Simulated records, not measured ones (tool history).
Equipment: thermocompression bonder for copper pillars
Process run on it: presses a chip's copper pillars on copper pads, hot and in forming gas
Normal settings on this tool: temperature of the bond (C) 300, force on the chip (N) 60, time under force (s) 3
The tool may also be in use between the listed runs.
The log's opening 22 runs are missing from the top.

| run | hour | temperature of the bond (C) | force on the chip (N) | time under force (s) | hours of work since the heater was calibrated | hours of work since the force cell was calibrated | hours of work since the gas filter was changed | force that shears a chip off (N) |
|---|---|---|---|---|---|---|---|---|
| 23 | 707.7 | 300 | 60 | 4 | 559 | 1481 | 28 | 76.8 |
| 24 | 730.6 | 325 | 60 | 3 | 575 | 1497 | 44 | 89.6 |
| 25 | 761.6 | 325 | 60 | 3 | 595 | 1517 | 65 | 90.7 |
| 26 | 780.0 | 304 | 62 | 2 | 608 | 1530 | 77 | 64.4 |
| 27 | 819.8 | 304 | 62 | 2 | 635 | 1557 | 104 | 64.7 |
| 28 | 844.5 | 315 | 40 | 4 | 651 | 1573 | 120 | 76.4 |
| 29 | 883.8 | 300 | 64 | 2 | 678 | 1600 | 147 | 62.6 |
| 30 | 921.2 | 300 | 64 | 2 | 703 | 1625 | 172 | 62.2 |
| 31 | 955.6 | 285 | 42 | 3 | 726 | 1648 | 195 | 48.6 |
| 32 | 977.5 | 300 | 51 | 6 | 741 | 1663 | 210 | 81.7 |
| 33 | 1016.2 | 324 | 71 | 3 | 767 | 1689 | 236 | 94.2 |
| 34 | 1044.0 | 294 | 83 | 9 | 786 | 1708 | 255 | 100.6 |
| 35 | 1075.3 | 300 | 60 | 5 | 807 | 1729 | 276 | 82.2 |

Expected results for the next run?
| 36 | 1102.9 | 284 | 55 | 6 | 825 | 1747 | 294 | ? |

{"run 36": {"force that shears a chip off (N)": 69.9}}
Were there no unlogged condition in the tool, this run, its random variation unchanged, would have produced force that shears a chip off (N) 66.5.

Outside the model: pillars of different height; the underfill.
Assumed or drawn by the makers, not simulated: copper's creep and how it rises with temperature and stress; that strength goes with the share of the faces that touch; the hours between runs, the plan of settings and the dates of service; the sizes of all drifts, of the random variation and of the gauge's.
